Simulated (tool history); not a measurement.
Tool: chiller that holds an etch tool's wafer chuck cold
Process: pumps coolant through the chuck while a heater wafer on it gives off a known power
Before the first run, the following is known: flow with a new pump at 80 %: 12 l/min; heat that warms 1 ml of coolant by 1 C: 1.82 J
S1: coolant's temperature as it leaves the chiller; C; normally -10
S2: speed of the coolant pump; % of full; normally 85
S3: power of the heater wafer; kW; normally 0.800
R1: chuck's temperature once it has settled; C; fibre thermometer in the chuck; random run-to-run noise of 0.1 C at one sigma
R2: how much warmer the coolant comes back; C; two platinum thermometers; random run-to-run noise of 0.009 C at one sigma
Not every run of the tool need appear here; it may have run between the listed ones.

Run 1, hour 0.0: usual settings. Result: R1 -3.3 C, R2 2.142 C.
Run 2, hour 83.4: usual settings. Result: R1 -3.3 C, R2 2.170 C.
Run 3, hour 146.3: usual settings. Result: R1 -3.2 C, R2 2.159 C.
Run 4, hour 265.6: usual settings but S2 66 % of full. Result: R1 -1.6 C, R2 2.790 C.
Run 5, hour 364.6: usual settings but S2 66 % of full. Result: R1 -1.7 C, R2 2.835 C.
Run 6, hour 453.2: usual settings but S2 66 % of full. Result: R1 -1.7 C, R2 2.825 C.
Run 7, hour 563.1: usual settings but S2 66 % of full. Result: R1 -1.4 C, R2 2.814 C.
Run 8, hour 671.5: usual settings but S2 66 % of full. Result: R1 -1.4 C, R2 2.833 C.
Run 9, hour 791.3: usual settings but S1 -14 C, S2 66 % of full. Result: R1 -5.3 C, R2 2.822 C.
Run 10, hour 872.5: usual settings but S1 -14 C, S2 66 % of full. Result: R1 -5.2 C, R2 2.813 C.
Run 11, hour 1014.2: usual settings but S1 -14 C, S2 66 % of full. Result: R1 -5.3 C, R2 2.830 C.
Run 12, hour 1156.1: usual settings. Result: R1 -2.9 C, R2 2.181 C.
Run 13, hour 1233.5: usual settings. Result: R1 -2.7 C, R2 2.180 C.
Run 14, hour 1347.5: usual settings. Result: R1 -2.7 C, R2 2.192 C.
Run 15, hour 1450.5: usual settings but S1 -5 C, S2 71 % of full, S3 0.591 kW. Result: R1 1.2 C, R2 1.950 C.
Run 16, hour 1549.7: usual settings but S1 -7 C, S2 89 % of full, S3 0.564 kW. Result: R1 -2.1 C, R2 1.479 C.
Run 17, hour 1629.1: usual settings but S1 -7 C, S2 89 % of full, S3 0.564 kW. Result: R1 -1.9 C, R2 1.482 C.
Run 18, hour 1736.7: usual settings but S3 0.503 kW. Result: R1 -5.1 C, R2 1.375 C.
Run 19, hour 1829.9: usual settings but S1 -13 C, S2 81 % of full, S3 0.503 kW. Result: R1 -8.0 C, R2 1.440 C.
At hour 1863.8: coolant pump overhauled.
Run 20, hour 1931.6: usual settings but S1 0 C, S2 86 % of full, S3 0.442 kW. Result: R1 4.1 C, R2 1.129 C.
Run 21, hour 2052.9: usual settings but S1 -14 C, S3 0.771 kW. Result: R1 -6.9 C, R2 1.988 C.
Run 22, hour 2133.5: usual settings but S1 -2 C, S2 99 % of full. Result: R1 4.5 C, R2 1.769 C.
Run 23, hour 2261.8: usual settings but S1 -5 C, S2 99 % of full. Result: R1 1.3 C, R2 1.757 C.
At hour 2346.7: coolant changed, channels flushed.
Run 24, hour 2403.2: usual settings but S1 -13 C, S2 78 % of full, S3 0.522 kW. Result: R1 -8.0 C, R2 1.487 C.
Run 25, hour 2533.9: usual settings but S2 82 % of full, S3 0.799 kW. Result: R1 -3.1 C, R2 2.144 C.
Run 26, hour 2656.1: usual settings but S3 1.156 kW. Result: R1 -0.5 C, R2 3.008 C.

5 ways to go on from here, each from the tool as it stands after run 26. What would each give?
Run A, hour 2723.6: usual settings but S1 -19 C, S2 82 % of full, S3 0.858 kW. Result: R1 ?, R2 ?.
Run B, hour 2723.6: usual settings but S1 -11 C, S2 76 % of full, S3 0.494 kW. Result: R1 ?, R2 ?.
Run C, hour 2723.6: usual settings but S1 -8 C, S2 72 % of full, S3 0.584 kW. Result: R1 ?, R2 ?.
Run D, hour 2723.6: usual settings but S3 1.060 kW. Result: R1 ?, R2 ?.
Run E, hour 2723.6: usual settings but S1 -5 C, S2 93 % of full, S3 0.452 kW. Result: R1 ?, R2 ?.

run     R1     R2
  A  -11.6  2.319
  B   -6.2  1.444
  C   -2.4  1.800
  D   -1.3  2.732
  E   -1.2  1.054
Had the tool no hidden state, the same runs would have come out as:
run     R1     R2
  A  -12.2  2.309
  B   -6.7  1.438
  C   -3.0  1.792
  D   -1.9  2.721
  E   -1.7  1.049

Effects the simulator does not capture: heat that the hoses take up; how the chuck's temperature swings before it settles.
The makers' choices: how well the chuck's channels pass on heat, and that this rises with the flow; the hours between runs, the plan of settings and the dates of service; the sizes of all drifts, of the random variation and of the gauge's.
